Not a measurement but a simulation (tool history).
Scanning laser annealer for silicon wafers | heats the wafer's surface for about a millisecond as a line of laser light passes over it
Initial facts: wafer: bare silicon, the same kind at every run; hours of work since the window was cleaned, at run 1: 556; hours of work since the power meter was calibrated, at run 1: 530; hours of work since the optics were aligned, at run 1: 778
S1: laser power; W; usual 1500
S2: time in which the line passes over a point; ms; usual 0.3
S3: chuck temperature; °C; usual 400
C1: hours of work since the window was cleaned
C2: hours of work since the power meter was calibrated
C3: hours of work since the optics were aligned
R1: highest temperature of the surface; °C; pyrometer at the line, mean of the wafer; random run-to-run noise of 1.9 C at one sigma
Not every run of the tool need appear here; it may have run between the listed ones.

| run | hour | S1 | S2 | S3 | C1 | C2 | C3 | R1 |
|---|---|---|---|---|---|---|---|---|
| 1 | 0 | 1500 | 0.3 | 400 | 556 | 530 | 778 | 1181 |
| 2 | 18.9 | 1500 | 0.289 | 400 | 569 | 542 | 790 | 1165 |
| 3 | 35.5 | 1500 | 0.3 | 400 | 580 | 553 | 801 | 1185 |
| 4 | 62.9 | 1500 | 0.3 | 400 | 598 | 571 | 819 | 1179 |
| 5 | 88.3 | 1500 | 0.3 | 400 | 614 | 588 | 835 | 1179 |
| 6 | 111.9 | 1500 | 0.299 | 400 | 630 | 603 | 851 | 1175 |
| 7 | 130.8 | 1500 | 0.273 | 400 | 642 | 616 | 863 | 1137 |
| 8 | 153.6 | 1592 | 0.3 | 400 | 657 | 631 | 878 | 1228 |
| 9 | 180 | 1595 | 0.3 | 400 | 674 | 648 | 896 | 1229 |
| 10 | 207.9 | 1595 | 0.3 | 400 | 693 | 666 | 914 | 1228 |
| 11 | 227.9 | 1595 | 0.3 | 400 | 706 | 679 | 927 | 1229 |
| 12 | 252.6 | 1595 | 0.3 | 400 | 722 | 696 | 943 | 1226 |
| 13 | 278.3 | 1500 | 0.3 | 418 | 739 | 712 | 960 | 1193 |
| 14 | 297.4 | 1500 | 0.3 | 418 | 751 | 725 | 973 | 1187 |
| 15 | 315.2 | 1500 | 0.3 | 400 | 763 | 737 | 984 | 1171 |
| 16 | 329.9 | 1500 | 0.369 | 400 | 773 | 746 | 994 | 1261 |
| 17 | 355.3 | 1500 | 0.369 | 400 | 789 | 763 | 1011 | 1261 |
| 18 | 374.1 | 1500 | 0.369 | 400 | 802 | 775 | 1023 | 1264 |
| 19 | 398 | 1500 | 0.256 | 400 | 817 | 791 | 1039 | 1103 |
| 20 | 423.9 | 1500 | 0.256 | 400 | 834 | 808 | 1056 | 1106 |
| 21 | 450.1 | 1500 | 0.353 | 361 | 852 | 825 | 1073 | 1201 |
| 22 | 470.9 | 1297 | 0.281 | 361 | 865 | 839 | 1087 | 994 |
| 23 | 497.3 | 1440 | 0.223 | 390 | 883 | 856 | 1104 | 1011 |
| 24 | 512.5 | 1531 | 0.3 | 419 | 893 | 866 | 1114 | 1198 |
|  | 523.8 | window over the wafer cleaned |
| 25 | 540.9 | 1531 | 0.3 | 419 | 11 | 883 | 1131 | 1247 |
| 26 | 561.1 | 1531 | 0.3 | 419 | 24 | 897 | 1144 | 1241 |
| 27 | 575.1 | 1531 | 0.3 | 419 | 34 | 906 | 1154 | 1245 |
|  | 582.9 | optics aligned, line set to its width |
| 28 | 595.1 | 1482 | 0.271 | 419 | 43 | 916 | 8 | 1178 |
| 29 | 624.1 | 1415 | 0.324 | 436 | 63 | 935 | 27 | 1230 |
| 30 | 645.6 | 1415 | 0.324 | 362 | 77 | 949 | 41 | 1156 |
| 31 | 674.2 | 1409 | 0.281 | 406 | 95 | 968 | 60 | 1137 |
| 32 | 700.3 | 1504 | 0.238 | 384 | 113 | 985 | 77 | 1100 |
| 33 | 713.4 | 1436 | 0.26 | 377 | 121 | 993 | 86 | 1089 |
| 34 | 732.5 | 1589 | 0.221 | 400 | 134 | 1006 | 98 | 1128 |
| 35 | 752.5 | 1587 | 0.372 | 435 | 147 | 1019 | 111 | 1399 |
| 36 | 780.8 | 1468 | 0.288 | 388 | 165 | 1038 | 130 | 1155 |
| 37 | 798.5 | 1451 | 0.236 | 390 | 177 | 1049 | 141 | 1073 |
| 38 | 827.3 | 1517 | 0.358 | 374 | 196 | 1068 | 160 | 1270 |
| 39 | 848.8 | 1636 | 0.276 | 370 | 210 | 1082 | 174 | 1215 |
| 40 | 874.2 | 1636 | 0.276 | 370 | 227 | 1099 | 191 | 1207 |

Hidden state at the last listed run before each entry between runs and at the first one after, where it differs:
After run 24, before run 25: window over the wafer cleaned (hour 523.8)
  light that passes the window, % of a clean one's: 94.84 -> 99.9; laser's true power over the reading, %: -0.49 -> -0.5; width of the line over the set one, %: 2.19 -> 2.22
  measured minus no-state result, R1: -60 -> -15 °C
After run 27, before run 28: optics aligned, line set to its width (hour 582.9)
  light that passes the window, % of a clean one's: 99.78 -> 99.72; width of the line over the set one, %: 2.26 -> 0.34
  measured minus no-state result, R1: -16 -> -8 °C
